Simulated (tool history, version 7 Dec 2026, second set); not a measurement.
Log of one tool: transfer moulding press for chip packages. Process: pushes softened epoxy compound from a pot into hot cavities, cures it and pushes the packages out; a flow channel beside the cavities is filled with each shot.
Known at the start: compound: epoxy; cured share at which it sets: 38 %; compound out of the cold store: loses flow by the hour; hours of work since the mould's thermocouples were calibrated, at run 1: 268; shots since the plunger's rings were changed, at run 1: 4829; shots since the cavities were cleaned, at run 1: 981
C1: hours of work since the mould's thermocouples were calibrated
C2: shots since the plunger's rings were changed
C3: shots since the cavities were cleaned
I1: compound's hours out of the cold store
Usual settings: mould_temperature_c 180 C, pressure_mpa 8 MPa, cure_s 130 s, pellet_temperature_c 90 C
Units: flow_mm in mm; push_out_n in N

Run 1, hour 0: usual settings; C1 268; C2 4829; C3 981; I1 13.1. Result: flow_mm 841 mm, push_out_n 235 N.
At hour 7.2: cavities cleaned with cleaning compound and waxed.
At hour 21.1: plunger's sealing rings changed.
Run 2, hour 42: usual settings; C1 291; C2 178; C3 275; I1 10.9. Result: flow_mm 834 mm, push_out_n 248 N.
Run 3, hour 118.3: usual settings; C1 335; C2 827; C3 924; I1 22.3. Result: flow_mm 812 mm, push_out_n 240 N.
At hour 135.4: cavities cleaned with cleaning compound and waxed.
Run 4, hour 197.8: usual settings; C1 380; C2 1489; C3 530; I1 29.9. Result: flow_mm 798 mm, push_out_n 237 N.
At hour 220.9: mould's thermocouples calibrated.
At hour 261.2: cavities cleaned with cleaning compound and waxed.
Run 5, hour 277.9: usual settings; C1 32; C2 2141; C3 143; I1 22.5. Result: flow_mm 822 mm, push_out_n 243 N.
Run 6, hour 311.1: usual settings; C1 52; C2 2422; C3 424; I1 24.8. Result: flow_mm 805 mm, push_out_n 241 N.
Run 7, hour 348.2: usual settings but cure_s 110 s; C1 73; C2 2738; C3 740; I1 30.3. Result: flow_mm 795 mm, push_out_n 304 N.
At hour 382.7: cavities cleaned with cleaning compound and waxed.
Run 8, hour 422.1: usual settings but cure_s 110 s; C1 115; C2 3353; C3 335; I1 39.8. Result: flow_mm 777 mm, push_out_n 291 N.
Run 9, hour 471.2: usual settings but mould_temperature_c 178 C; C1 144; C2 3771; C3 753; I1 42.3. Result: flow_mm 781 mm, push_out_n 256 N.
At hour 510.1: cavities cleaned with cleaning compound and waxed.
Run 10, hour 527.5: usual settings but mould_temperature_c 178 C; C1 176; C2 4236; C3 148; I1 36.4. Result: flow_mm 786 mm, push_out_n 263 N.
Run 11, hour 585.8: usual settings but pellet_temperature_c 96 C; C1 210; C2 4733; C3 645; I1 19.5. Result: flow_mm 817 mm, push_out_n 245 N.
At hour 619.7: plunger's sealing rings changed.
At hour 634.3: cavities cleaned with cleaning compound and waxed.
Run 12, hour 661.9: usual settings but pellet_temperature_c 96 C; C1 252; C2 346; C3 235; I1 28.9. Result: flow_mm 806 mm, push_out_n 240 N.
Run 13, hour 708.3: usual settings but pressure_mpa 7.51 MPa, pellet_temperature_c 96 C; C1 279; C2 740; C3 629; I1 24.9. Result: flow_mm 779 mm, push_out_n 246 N.
At hour 757.6: cavities cleaned with cleaning compound and waxed.
Run 14, hour 782.5: usual settings but mould_temperature_c 187 C, pressure_mpa 7.82 MPa; C1 321; C2 1358; C3 211; I1 14.4. Result: flow_mm 792 mm, push_out_n 224 N.
Run 15, hour 841: usual settings but pressure_mpa 7.26 MPa, pellet_temperature_c 92 C; C1 355; C2 1855; C3 708; I1 18.2. Result: flow_mm 780 mm, push_out_n 252 N.
At hour 880.4: cavities cleaned with cleaning compound and waxed.
Run 16, hour 891.3: usual settings but mould_temperature_c 179 C, pressure_mpa 7.02 MPa, cure_s 142 s, pellet_temperature_c 83 C; C1 383; C2 2270; C3 92; I1 27.3. Result: flow_mm 760 mm, push_out_n 244 N.
At hour 906.6: mould's thermocouples calibrated.
Run 17, hour 939.9: usual settings but mould_temperature_c 179 C, pressure_mpa 7.02 MPa, cure_s 142 s, pellet_temperature_c 83 C; C1 19; C2 2666; C3 488; I1 24.8. Result: flow_mm 757 mm, push_out_n 235 N.
At hour 1006.4: cavities cleaned with cleaning compound and waxed.
Run 18, hour 1015.3: usual settings but mould_temperature_c 182 C, cure_s 157 s; C1 62; C2 3294; C3 75; I1 25.1. Result: flow_mm 800 mm, push_out_n 213 N.
Run 19, hour 1067.2: usual settings but mould_temperature_c 177 C, cure_s 122 s, pellet_temperature_c 83 C; C1 93; C2 3736; C3 517; I1 11.3. Result: flow_mm 840 mm, push_out_n 298 N.

The next listed run, before its measurement:
Run 20, hour 1099.5: usual settings but pellet_temperature_c 85 C; C1 111; C2 4010; C3 791; I1 12.3. Result: flow_mm ?, push_out_n ?.

Run 20 gave flow_mm 833 mm, push_out_n 253 N.
Without the tool's hidden state the same run would have given flow_mm 834 mm, push_out_n 250 N.
